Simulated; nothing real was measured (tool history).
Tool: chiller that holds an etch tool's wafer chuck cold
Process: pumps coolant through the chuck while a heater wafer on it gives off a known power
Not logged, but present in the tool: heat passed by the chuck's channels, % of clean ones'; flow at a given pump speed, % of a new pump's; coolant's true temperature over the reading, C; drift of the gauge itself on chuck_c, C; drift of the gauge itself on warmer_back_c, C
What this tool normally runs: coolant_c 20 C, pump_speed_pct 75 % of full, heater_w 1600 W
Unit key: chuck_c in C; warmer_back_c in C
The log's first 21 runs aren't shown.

run,day,coolant_c,pump_speed_pct,heater_w,hours since the coolant was changed and the channels were flushed,hours since the pump was overhauled,hours since the chiller's thermometer was calibrated,chuck_c,warmer_back_c
22,69.567,15,69,804,5266,4199,3023,22.7,2.55
23,73.071,18,69,1600,5350,4283,3108,34.2,5.13
24,76.046,18,69,1600,5421,4354,3179,34.3,5.09
25,78.108,13,75,1600,5471,4404,3228,27.9,4.57
26,80.642,13,75,1600,5531,4464,3289,28.1,4.61
27,83.700,16,76,878,5605,4538,3363,24.0,2.48
28,86.938,16,63,878,5683,4616,3440,25.8,3.11
# day 90.042: coolant changed, channels flushed
29,91.475,19,100,887,34,4718,3543,23.6,1.90
30,93.879,12,100,1716,92,4776,3601,21.3,3.66
31,96.262,12,100,1716,149,4833,3658,21.4,3.67

Alternative continuations, all from the tool just after run 31; predict every row:
A,100.042,20,69,1039,240,4924,3749,?,?
B,100.042,24,69,1270,240,4924,3749,?,?
C,100.042,12,83,1210,240,4924,3749,?,?
D,100.042,21,100,1716,240,4924,3749,?,?

run,chuck_c,warmer_back_c
A,28.3,3.38
B,34.3,4.12
C,20.0,3.19
D,30.5,3.59
What these runs would have given with no unlogged condition in the tool:
run,chuck_c,warmer_back_c
A,27.5,2.87
B,33.2,3.49
C,19.2,2.71
D,29.5,3.04
